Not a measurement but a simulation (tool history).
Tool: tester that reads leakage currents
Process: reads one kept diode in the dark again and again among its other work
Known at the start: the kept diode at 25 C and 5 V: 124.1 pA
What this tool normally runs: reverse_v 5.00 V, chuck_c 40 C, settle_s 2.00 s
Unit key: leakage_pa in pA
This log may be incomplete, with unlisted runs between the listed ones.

run	day	reverse_v	chuck_c	settle_s	leakage_pa
1	0.000	5.00	40	2.00	381.35
2	5.371	5.00	40	2.00	380.21
3	10.942	5.00	40	2.00	380.55
4	18.617	5.00	40	2.00	378.88
5	29.579	5.00	40	2.00	377.68
6	37.358	5.00	40	2.00	376.34
7	43.642	5.65	40	2.00	399.41
8	52.879	5.65	40	2.00	399.27
9	61.000	5.65	40	0.40	401.47
10	68.267	5.65	40	0.40	398.83
11	73.942	5.00	22	2.00	98.80
12	78.929	5.00	40	2.00	369.38
13	83.808	5.00	40	2.00	366.97
14	89.167	5.00	40	2.05	368.55
15	100.983	5.00	40	2.05	367.82
# day 104.008: chuck's temperature calibrated
16	109.062	5.00	40	2.05	362.28
17	118.058	5.00	40	0.40	361.89
18	127.892	5.00	40	0.40	361.08
19	132.842	5.00	40	4.77	357.94
20	140.571	5.00	57	2.00	1130.36
21	147.317	3.19	35	3.05	194.55
22	156.867	1.02	43	1.78	186.94
23	162.538	5.87	44	2.00	511.93
# day 166.533: probe card cleaned and baked
# day 169.942: chuck's temperature calibrated, once more
24	170.217	5.87	25	4.80	136.34
25	178.679	2.68	25	4.80	90.39
26	186.492	3.12	40	0.74	302.83
27	194.221	3.12	40	0.74	303.93
28	200.271	3.12	40	0.74	299.90
29	211.658	5.00	20	3.15	83.58
30	222.012	5.00	20	3.15	83.94
# day 228.288: tester calibrated
31	228.288	19.93	20	6.14	175.79
32	235.208	1.76	40	2.00	214.19
33	246.483	3.32	23	8.46	83.00
34	251.821	1.02	36	6.72	119.04
35	262.858	1.02	36	6.72	118.86
36	273.717	1.02	56	0.85	474.78
37	283.662	5.00	37	0.40	299.01
38	290.021	1.90	37	0.40	176.48

Branching from run 38: 3 alternative next runs. What would each branch give?
A	298.200	16.95	37	0.40	?
B	298.200	6.28	38	1.52	?
C	298.200	2.20	37	4.45	?

run	leakage_pa
A	577.18
B	358.71
C	188.96
Without the tool's unlogged condition, the same runs would have read:
run	leakage_pa
A	602.12
B	379.19
C	201.12
